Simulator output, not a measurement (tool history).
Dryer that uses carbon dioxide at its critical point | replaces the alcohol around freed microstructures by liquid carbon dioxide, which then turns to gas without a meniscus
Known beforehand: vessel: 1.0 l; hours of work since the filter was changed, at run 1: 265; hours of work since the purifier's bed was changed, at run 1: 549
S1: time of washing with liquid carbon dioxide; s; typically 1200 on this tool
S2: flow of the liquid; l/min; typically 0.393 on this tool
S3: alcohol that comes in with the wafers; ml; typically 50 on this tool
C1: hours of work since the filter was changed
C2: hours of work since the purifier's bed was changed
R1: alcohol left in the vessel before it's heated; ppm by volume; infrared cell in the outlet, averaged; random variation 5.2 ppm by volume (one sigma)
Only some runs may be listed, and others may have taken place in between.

| run | hour | S1 | S2 | S3 | C1 | C2 | R1 |
|---|---|---|---|---|---|---|---|
| 1 | 0.0 | 1200 | 0.393 | 50 | 265 | 549 | 325 |
| 2 | 11.7 | 1200 | 0.393 | 50 | 274 | 559 | 340 |
| 3 | 23.3 | 1200 | 0.393 | 50 | 284 | 568 | 345 |
| 4 | 40.1 | 1200 | 0.393 | 50 | 297 | 582 | 368 |
| 5 | 58.2 | 1200 | 0.393 | 50 | 311 | 596 | 355 |
| 6 | 66.0 | 1200 | 0.393 | 50 | 318 | 602 | 390 |
| 7 | 74.9 | 1200 | 0.393 | 21 | 325 | 609 | 255 |
| 8 | 83.5 | 1200 | 0.393 | 50 | 332 | 616 | 393 |
| 9 | 92.8 | 1200 | 0.393 | 50 | 339 | 624 | 398 |
| 10 | 105.3 | 1200 | 0.393 | 50 | 349 | 634 | 407 |
| 11 | 116.1 | 1200 | 0.393 | 50 | 358 | 642 | 397 |
|  | 129.9 | inlet filter changed |
| 12 | 134.1 | 1200 | 0.393 | 50 | 3 | 656 | 269 |
| 13 | 142.2 | 1200 | 0.393 | 50 | 10 | 662 | 255 |
| 14 | 151.8 | 1020 | 0.393 | 50 | 17 | 670 | 421 |
| 15 | 164.8 | 1020 | 0.393 | 50 | 28 | 680 | 406 |
| 16 | 183.3 | 1200 | 0.393 | 50 | 43 | 695 | 272 |
| 17 | 197.6 | 1200 | 0.548 | 50 | 54 | 707 | 196 |
| 18 | 210.5 | 1440 | 0.393 | 50 | 64 | 717 | 221 |
| 19 | 220.1 | 1200 | 0.393 | 77 | 72 | 725 | 352 |
| 20 | 239.0 | 1200 | 0.393 | 28 | 87 | 740 | 261 |
| 21 | 256.3 | 1200 | 0.393 | 28 | 101 | 754 | 252 |
| 22 | 266.5 | 1200 | 0.393 | 28 | 109 | 762 | 263 |
| 23 | 284.2 | 1020 | 0.494 | 28 | 123 | 776 | 246 |
| 24 | 292.0 | 1020 | 0.352 | 28 | 130 | 782 | 496 |
| 25 | 308.0 | 1200 | 0.393 | 22 | 142 | 795 | 261 |
| 26 | 325.1 | 1920 | 0.393 | 117 | 156 | 809 | 215 |
| 27 | 333.8 | 1500 | 0.653 | 23 | 163 | 816 | 205 |
| 28 | 347.7 | 1200 | 0.273 | 89 | 174 | 827 | 1812 |
| 29 | 355.5 | 1200 | 0.273 | 89 | 180 | 833 | 1734 |
| 30 | 367.9 | 1200 | 0.406 | 89 | 190 | 843 | 446 |
| 31 | 380.9 | 1200 | 0.406 | 90 | 201 | 853 | 445 |
| 32 | 398.2 | 1200 | 0.406 | 90 | 215 | 867 | 445 |
| 33 | 412.8 | 960 | 0.328 | 105 | 226 | 879 | 2550 |
| 34 | 424.4 | 960 | 0.328 | 105 | 235 | 888 | 2494 |
| 35 | 438.0 | 960 | 0.328 | 105 | 246 | 899 | 2676 |
| 36 | 451.3 | 960 | 0.328 | 105 | 257 | 910 | 2693 |
| 37 | 468.2 | 1200 | 0.342 | 31 | 270 | 923 | 487 |
| 38 | 484.3 | 1080 | 0.537 | 113 | 283 | 936 | 341 |
| 39 | 496.1 | 1860 | 0.595 | 23 | 293 | 945 | 245 |
| 40 | 506.6 | 1080 | 0.316 | 23 | 301 | 954 | 674 |
| 41 | 525.2 | 900 | 0.285 | 34 | 316 | 969 | 1962 |

How the hidden state differs across the entries between the runs, from the last listed run before each to the first after it:
Between runs 11 and 12: inlet filter changed (hour 129.9)
  flow that reaches the vessel past the clogged filter, %: 83.8 -> 99.8; alcohol in the recycled carbon dioxide, ppm: 166.1 -> 169.4
  the result without the hidden state subtracted from the measured one, R1: +312 -> +167 ppm by volume

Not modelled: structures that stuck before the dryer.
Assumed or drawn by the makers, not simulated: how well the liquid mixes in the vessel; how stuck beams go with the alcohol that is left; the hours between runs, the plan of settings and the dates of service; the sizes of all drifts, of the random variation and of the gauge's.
